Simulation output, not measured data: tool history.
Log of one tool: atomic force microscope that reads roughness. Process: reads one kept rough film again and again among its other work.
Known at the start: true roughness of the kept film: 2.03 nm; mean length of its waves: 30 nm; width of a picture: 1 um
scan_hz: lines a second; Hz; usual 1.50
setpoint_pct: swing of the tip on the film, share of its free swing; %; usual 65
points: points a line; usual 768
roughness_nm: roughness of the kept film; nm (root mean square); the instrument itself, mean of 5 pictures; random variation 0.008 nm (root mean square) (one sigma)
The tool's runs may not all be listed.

run 1 hour=0.0 | scan_hz=1.50 setpoint_pct=65 points=768 | roughness_nm=1.502
-- hour=44.8 new tip fitted
run 2 hour=45.2 | scan_hz=1.50 setpoint_pct=81 points=768 | roughness_nm=1.549
run 3 hour=71.3 | scan_hz=1.50 setpoint_pct=81 points=768 | roughness_nm=1.496
run 4 hour=130.5 | scan_hz=1.50 setpoint_pct=81 points=768 | roughness_nm=1.437
run 5 hour=182.9 | scan_hz=0.56 setpoint_pct=65 points=768 | roughness_nm=1.573
-- hour=218.4 new tip fitted
run 6 hour=232.1 | scan_hz=1.50 setpoint_pct=65 points=768 | roughness_nm=1.664
run 7 hour=285.5 | scan_hz=1.50 setpoint_pct=65 points=768 | roughness_nm=1.582
run 8 hour=319.5 | scan_hz=1.50 setpoint_pct=65 points=768 | roughness_nm=1.547
run 9 hour=374.2 | scan_hz=1.50 setpoint_pct=65 points=768 | roughness_nm=1.491
-- hour=390.8 new tip fitted
run 10 hour=400.8 | scan_hz=1.50 setpoint_pct=55 points=768 | roughness_nm=1.738
run 11 hour=455.9 | scan_hz=1.50 setpoint_pct=55 points=768 | roughness_nm=1.643
run 12 hour=487.8 | scan_hz=1.50 setpoint_pct=55 points=768 | roughness_nm=1.612
run 13 hour=526.7 | scan_hz=1.50 setpoint_pct=55 points=768 | roughness_nm=1.550
-- hour=565.1 new tip fitted
run 14 hour=566.2 | scan_hz=1.50 setpoint_pct=55 points=768 | roughness_nm=1.739
run 15 hour=595.7 | scan_hz=0.54 setpoint_pct=70 points=768 | roughness_nm=1.685
run 16 hour=623.8 | scan_hz=0.54 setpoint_pct=70 points=768 | roughness_nm=1.647
run 17 hour=664.1 | scan_hz=0.54 setpoint_pct=75 points=385 | roughness_nm=1.572
run 18 hour=709.0 | scan_hz=2.13 setpoint_pct=68 points=768 | roughness_nm=1.418
-- hour=713.9 height scale calibrated on a step standard
-- hour=738.0 new tip fitted
run 19 hour=740.0 | scan_hz=2.13 setpoint_pct=68 points=768 | roughness_nm=1.603
run 20 hour=792.5 | scan_hz=2.16 setpoint_pct=69 points=330 | roughness_nm=1.490
run 21 hour=819.2 | scan_hz=2.16 setpoint_pct=89 points=886 | roughness_nm=1.227
run 22 hour=845.7 | scan_hz=2.08 setpoint_pct=89 points=886 | roughness_nm=1.203
run 23 hour=876.9 | scan_hz=1.28 setpoint_pct=84 points=336 | roughness_nm=1.343
-- hour=911.8 new tip fitted
run 24 hour=914.2 | scan_hz=0.74 setpoint_pct=59 points=336 | roughness_nm=1.735
-- hour=932.6 height scale calibrated on a step standard, once more
run 25 hour=960.9 | scan_hz=0.57 setpoint_pct=57 points=611 | roughness_nm=1.762
run 26 hour=1022.5 | scan_hz=0.94 setpoint_pct=64 points=432 | roughness_nm=1.620
run 27 hour=1049.9 | scan_hz=0.50 setpoint_pct=72 points=432 | roughness_nm=1.576
run 28 hour=1076.6 | scan_hz=1.06 setpoint_pct=87 points=442 | roughness_nm=1.367

Forecast each of these 3 alternatives for the next run:
-- hour=1085.0 new tip fitted
run A hour=1108.2 | scan_hz=0.98 setpoint_pct=58 points=925 | roughness_nm=?
-- hour=1085.0 new tip fitted
run B hour=1108.2 | scan_hz=0.69 setpoint_pct=87 points=419 | roughness_nm=?
-- hour=1085.0 new tip fitted
run C hour=1108.2 | scan_hz=1.04 setpoint_pct=62 points=797 | roughness_nm=?

run=A roughness_nm=1.755
run=B roughness_nm=1.633
run=C roughness_nm=1.746
Without the tool's hidden state the same runs would have given:
run=A roughness_nm=1.798
run=B roughness_nm=1.672
run=C roughness_nm=1.789
